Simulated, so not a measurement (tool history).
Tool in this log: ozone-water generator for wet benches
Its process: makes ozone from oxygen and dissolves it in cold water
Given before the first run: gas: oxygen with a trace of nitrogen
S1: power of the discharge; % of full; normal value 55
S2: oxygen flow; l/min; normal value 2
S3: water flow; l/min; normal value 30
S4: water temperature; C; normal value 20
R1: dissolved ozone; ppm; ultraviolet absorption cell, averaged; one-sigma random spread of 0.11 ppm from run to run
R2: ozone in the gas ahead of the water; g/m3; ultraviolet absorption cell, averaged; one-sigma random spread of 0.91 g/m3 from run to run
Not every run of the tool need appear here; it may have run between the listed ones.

{"run": 1, "hour": 0.0, "S1": 55, "S2": 2, "S3": 30, "S4": 20, "R1": 6.8, "R2": 145.8}
{"run": 2, "hour": 40.6, "S1": 55, "S2": 2, "S3": 30, "S4": 20, "R1": 6.8, "R2": 147}
{"run": 3, "hour": 82.1, "S1": 55, "S2": 2, "S3": 30, "S4": 20, "R1": 6.5, "R2": 147.8}
{"run": 4, "hour": 111.6, "S1": 55, "S2": 2, "S3": 30, "S4": 20, "R1": 6.9, "R2": 146.8}
{"run": 5, "hour": 142.6, "S1": 55, "S2": 2, "S3": 30, "S4": 20, "R1": 6.6, "R2": 147.2}
{"run": 6, "hour": 184.3, "S1": 60, "S2": 2, "S3": 30, "S4": 20, "R1": 7.3, "R2": 157.4}
{"run": 7, "hour": 230.0, "S1": 60, "S2": 2, "S3": 30, "S4": 20, "R1": 7.1, "R2": 156.4}
{"run": 8, "hour": 256.7, "S1": 91, "S2": 2, "S3": 30, "S4": 20, "R1": 9.7, "R2": 210.9}
{"run": 9, "hour": 286.0, "S1": 91, "S2": 2, "S3": 30, "S4": 20, "R1": 9.8, "R2": 210.2}
{"run": 10, "hour": 329.3, "S1": 55, "S2": 2, "S3": 30, "S4": 20, "R1": 6.7, "R2": 147}
{"run": 11, "hour": 373.5, "S1": 40, "S2": 2, "S3": 30, "S4": 20, "R1": 5.4, "R2": 116.1}
{"run": 12, "hour": 400.2, "S1": 55, "S2": 2, "S3": 30, "S4": 13, "R1": 7.1, "R2": 146.4}
{"run": 13, "hour": 438.8, "S1": 55, "S2": 1.1, "S3": 30, "S4": 20, "R1": 5.7, "R2": 207.4}
{"run": 14, "hour": 480.7, "S1": 55, "S2": 2, "S3": 34, "S4": 20, "R1": 5.7, "R2": 145.4}
{"run": 15, "hour": 520.5, "S1": 55, "S2": 2, "S3": 34, "S4": 20, "R1": 6, "R2": 145.4}
{"hour": 524.1, "done": "water thermometer calibrated"}
{"run": 16, "hour": 544.1, "S1": 55, "S2": 2, "S3": 34, "S4": 20, "R1": 5.9, "R2": 144.9}
{"run": 17, "hour": 578.6, "S1": 49, "S2": 1.72, "S3": 29, "S4": 17, "R1": 6.2, "R2": 144.8}
{"run": 18, "hour": 624.4, "S1": 49, "S2": 1.72, "S3": 29, "S4": 17, "R1": 6.2, "R2": 145}
{"run": 19, "hour": 663.7, "S1": 55, "S2": 1.37, "S3": 20, "S4": 21, "R1": 9, "R2": 182.6}
{"run": 20, "hour": 689.4, "S1": 55, "S2": 1.18, "S3": 20, "S4": 15, "R1": 9.3, "R2": 196.5}
{"run": 21, "hour": 722.1, "S1": 55, "S2": 1.18, "S3": 20, "S4": 15, "R1": 9.3, "R2": 199}
{"run": 22, "hour": 761.3, "S1": 56, "S2": 1.18, "S3": 26, "S4": 15, "R1": 7, "R2": 200.1}
{"run": 23, "hour": 804.7, "S1": 56, "S2": 1.18, "S3": 26, "S4": 15, "R1": 6.9, "R2": 198.8}
{"hour": 818.3, "done": "water thermometer calibrated, once more"}
{"run": 24, "hour": 844.0, "S1": 56, "S2": 1.18, "S3": 26, "S4": 15, "R1": 7.2, "R2": 199.8}
{"run": 25, "hour": 889.5, "S1": 56, "S2": 1.18, "S3": 26, "S4": 15, "R1": 7, "R2": 200.3}
{"run": 26, "hour": 926.2, "S1": 56, "S2": 1.18, "S3": 26, "S4": 15, "R1": 7.1, "R2": 201.3}
{"run": 27, "hour": 966.9, "S1": 56, "S2": 1.18, "S3": 26, "S4": 15, "R1": 7.1, "R2": 198.7}
{"run": 28, "hour": 998.9, "S1": 56, "S2": 1.18, "S3": 26, "S4": 15, "R1": 7.2, "R2": 198.4}
{"run": 29, "hour": 1027.7, "S1": 56, "S2": 1.18, "S3": 26, "S4": 15, "R1": 6.9, "R2": 200}
{"run": 30, "hour": 1058.8, "S1": 56, "S2": 1.18, "S3": 26, "S4": 15, "R1": 7.1, "R2": 200.3}
{"run": 31, "hour": 1085.3, "S1": 49, "S2": 2, "S3": 21, "S4": 21, "R1": 8.7, "R2": 132.3}
{"run": 32, "hour": 1132.8, "S1": 55, "S2": 3.42, "S3": 25, "S4": 25, "R1": 8.2, "R2": 105.2}

Forecast each of these 3 alternatives for the next run:
{"run": "A", "hour": 1172.2, "S1": 55, "S2": 1.89, "S3": 30, "S4": 19, "R1": "?", "R2": "?"}
{"run": "B", "hour": 1172.2, "S1": 67, "S2": 1.38, "S3": 30, "S4": 20, "R1": "?", "R2": "?"}
{"run": "C", "hour": 1172.2, "S1": 55, "S2": 2, "S3": 30, "S4": 14, "R1": "?", "R2": "?"}

run=A R1=6.5 R2=147.4
run=B R1=7 R2=207
run=C R1=6.9 R2=142.5
Stripped of hidden state, with their random variation kept, the same runs would have yielded:
run=A R1=7 R2=155.4
run=B R1=7.5 R2=220.3
run=C R1=7.4 R2=150.2

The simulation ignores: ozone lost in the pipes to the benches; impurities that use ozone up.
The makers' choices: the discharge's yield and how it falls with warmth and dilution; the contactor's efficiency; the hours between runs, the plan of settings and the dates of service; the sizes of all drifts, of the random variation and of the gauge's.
